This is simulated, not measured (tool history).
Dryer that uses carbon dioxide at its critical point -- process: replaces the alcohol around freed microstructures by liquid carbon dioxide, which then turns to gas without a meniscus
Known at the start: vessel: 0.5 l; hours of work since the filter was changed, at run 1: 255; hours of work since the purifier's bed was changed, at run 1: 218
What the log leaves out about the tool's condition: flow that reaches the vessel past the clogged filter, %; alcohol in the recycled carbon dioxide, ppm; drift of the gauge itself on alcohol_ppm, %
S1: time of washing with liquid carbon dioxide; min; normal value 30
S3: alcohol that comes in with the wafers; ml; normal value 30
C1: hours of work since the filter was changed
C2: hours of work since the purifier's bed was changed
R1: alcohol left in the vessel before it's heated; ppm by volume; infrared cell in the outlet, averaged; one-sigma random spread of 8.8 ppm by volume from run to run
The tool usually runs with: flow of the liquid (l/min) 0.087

{"run": 1, "hour": 0.0, "S1": 30, "flow of the liquid (l/min)": 0.087, "S3": 30, "C1": 255, "C2": 218, "R1": 692}
{"run": 2, "hour": 16.7, "S1": 30, "flow of the liquid (l/min)": 0.087, "S3": 30, "C1": 265, "C2": 228, "R1": 700}
{"run": 3, "hour": 31.2, "S1": 30, "flow of the liquid (l/min)": 0.087, "S3": 30, "C1": 273, "C2": 236, "R1": 696}
{"hour": 48.3, "done": "inlet filter changed"}
{"run": 4, "hour": 54.7, "S1": 30, "flow of the liquid (l/min)": 0.087, "S3": 30, "C1": 4, "C2": 249, "R1": 515}
{"run": 5, "hour": 64.9, "S1": 30, "flow of the liquid (l/min)": 0.087, "S3": 30, "C1": 9, "C2": 255, "R1": 529}
{"run": 6, "hour": 82.2, "S1": 30, "flow of the liquid (l/min)": 0.087, "S3": 30, "C1": 19, "C2": 264, "R1": 536}
{"run": 7, "hour": 103.0, "S1": 30, "flow of the liquid (l/min)": 0.087, "S3": 30, "C1": 31, "C2": 276, "R1": 535}
{"run": 8, "hour": 122.1, "S1": 30, "flow of the liquid (l/min)": 0.087, "S3": 30, "C1": 42, "C2": 287, "R1": 559}
{"run": 9, "hour": 133.1, "S1": 30, "flow of the liquid (l/min)": 0.087, "S3": 30, "C1": 48, "C2": 293, "R1": 556}
{"run": 10, "hour": 155.0, "S1": 30, "flow of the liquid (l/min)": 0.1155, "S3": 30, "C1": 60, "C2": 306, "R1": 145}
{"run": 11, "hour": 166.4, "S1": 30, "flow of the liquid (l/min)": 0.1155, "S3": 30, "C1": 67, "C2": 312, "R1": 150}
{"run": 12, "hour": 179.9, "S1": 30, "flow of the liquid (l/min)": 0.087, "S3": 30, "C1": 75, "C2": 320, "R1": 562}
{"run": 13, "hour": 194.2, "S1": 30, "flow of the liquid (l/min)": 0.087, "S3": 30, "C1": 83, "C2": 328, "R1": 578}
{"run": 14, "hour": 205.5, "S1": 30, "flow of the liquid (l/min)": 0.087, "S3": 30, "C1": 89, "C2": 334, "R1": 596}
{"run": 15, "hour": 225.7, "S1": 30, "flow of the liquid (l/min)": 0.087, "S3": 30, "C1": 101, "C2": 346, "R1": 581}
{"run": 16, "hour": 236.5, "S1": 30, "flow of the liquid (l/min)": 0.087, "S3": 50, "C1": 107, "C2": 352, "R1": 974}
{"run": 17, "hour": 248.1, "S1": 30, "flow of the liquid (l/min)": 0.087, "S3": 30, "C1": 113, "C2": 358, "R1": 594}
{"run": 18, "hour": 271.1, "S1": 30, "flow of the liquid (l/min)": 0.0894, "S3": 30, "C1": 126, "C2": 371, "R1": 553}
{"run": 19, "hour": 285.0, "S1": 30, "flow of the liquid (l/min)": 0.0894, "S3": 30, "C1": 134, "C2": 379, "R1": 544}
{"run": 20, "hour": 305.3, "S1": 30, "flow of the liquid (l/min)": 0.087, "S3": 30, "C1": 146, "C2": 391, "R1": 632}
{"run": 21, "hour": 320.8, "S1": 30, "flow of the liquid (l/min)": 0.087, "S3": 30, "C1": 154, "C2": 400, "R1": 614}
{"run": 22, "hour": 331.8, "S1": 30, "flow of the liquid (l/min)": 0.087, "S3": 48, "C1": 161, "C2": 406, "R1": 1005}
{"run": 23, "hour": 349.6, "S1": 30, "flow of the liquid (l/min)": 0.087, "S3": 48, "C1": 171, "C2": 416, "R1": 1001}
{"run": 24, "hour": 366.0, "S1": 38, "flow of the liquid (l/min)": 0.087, "S3": 48, "C1": 180, "C2": 425, "R1": 330}
{"run": 25, "hour": 380.2, "S1": 41, "flow of the liquid (l/min)": 0.087, "S3": 30, "C1": 188, "C2": 433, "R1": 182}
{"run": 26, "hour": 395.4, "S1": 43, "flow of the liquid (l/min)": 0.087, "S3": 26, "C1": 197, "C2": 442, "R1": 132}
{"run": 27, "hour": 412.6, "S1": 42, "flow of the liquid (l/min)": 0.0618, "S3": 84, "C1": 206, "C2": 452, "R1": 1957}
{"run": 28, "hour": 424.8, "S1": 23, "flow of the liquid (l/min)": 0.1044, "S3": 84, "C1": 213, "C2": 459, "R1": 2486}
{"run": 29, "hour": 439.8, "S1": 30, "flow of the liquid (l/min)": 0.087, "S3": 87, "C1": 222, "C2": 467, "R1": 1882}
{"run": 30, "hour": 452.3, "S1": 18, "flow of the liquid (l/min)": 0.078, "S3": 46, "C1": 229, "C2": 474, "R1": 8213}
{"run": 31, "hour": 472.0, "S1": 18, "flow of the liquid (l/min)": 0.078, "S3": 20, "C1": 240, "C2": 485, "R1": 3603}
{"run": 32, "hour": 494.7, "S1": 18, "flow of the liquid (l/min)": 0.098, "S3": 54, "C1": 253, "C2": 498, "R1": 5151}
{"run": 33, "hour": 508.3, "S1": 18, "flow of the liquid (l/min)": 0.1251, "S3": 93, "C1": 261, "C2": 506, "R1": 3524}
{"run": 34, "hour": 531.4, "S1": 48, "flow of the liquid (l/min)": 0.1129, "S3": 42, "C1": 274, "C2": 519, "R1": 81}
{"run": 35, "hour": 543.7, "S1": 26, "flow of the liquid (l/min)": 0.1398, "S3": 71, "C1": 281, "C2": 526, "R1": 304}
{"hour": 548.2, "done": "inlet filter changed"}
{"run": 36, "hour": 559.3, "S1": 24, "flow of the liquid (l/min)": 0.1398, "S3": 71, "C1": 6, "C2": 534, "R1": 322}
{"run": 37, "hour": 570.5, "S1": 30, "flow of the liquid (l/min)": 0.1002, "S3": 42, "C1": 13, "C2": 541, "R1": 388}
{"run": 38, "hour": 585.4, "S1": 31, "flow of the liquid (l/min)": 0.0673, "S3": 30, "C1": 21, "C2": 549, "R1": 1459}
{"run": 39, "hour": 600.0, "S1": 29, "flow of the liquid (l/min)": 0.0562, "S3": 82, "C1": 29, "C2": 557, "R1": 8936}
{"run": 40, "hour": 622.6, "S1": 30, "flow of the liquid (l/min)": 0.0955, "S3": 33, "C1": 42, "C2": 570, "R1": 432}
{"run": 41, "hour": 635.9, "S1": 30, "flow of the liquid (l/min)": 0.0581, "S3": 33, "C1": 50, "C2": 578, "R1": 3003}
{"run": 42, "hour": 657.6, "S1": 30, "flow of the liquid (l/min)": 0.0581, "S3": 33, "C1": 62, "C2": 590, "R1": 3054}

5 ways to go on from here, each from the tool as it stands after run 42. What would each give?
{"run": "A", "hour": 677.9, "S1": 30, "flow of the liquid (l/min)": 0.087, "S3": 42, "C1": 74, "C2": 601, "R1": "?"}
{"run": "B", "hour": 677.9, "S1": 30, "flow of the liquid (l/min)": 0.0581, "S3": 37, "C1": 74, "C2": 601, "R1": "?"}
{"run": "C", "hour": 677.9, "S1": 30, "flow of the liquid (l/min)": 0.0735, "S3": 33, "C1": 74, "C2": 601, "R1": "?"}
{"run": "D", "hour": 677.9, "S1": 44, "flow of the liquid (l/min)": 0.1042, "S3": 78, "C1": 74, "C2": 601, "R1": "?"}
{"run": "E", "hour": 677.9, "S1": 46, "flow of the liquid (l/min)": 0.0581, "S3": 61, "C1": 74, "C2": 601, "R1": "?"}

run=A R1=821
run=B R1=3460
run=C R1=1328
run=D R1=117
run=E R1=1186
Take away the tool's hidden state, keep each run's random variation, and the runs would have read:
run=A R1=665
run=B R1=3146
run=C R1=1139
run=D R1=32
run=E R1=990
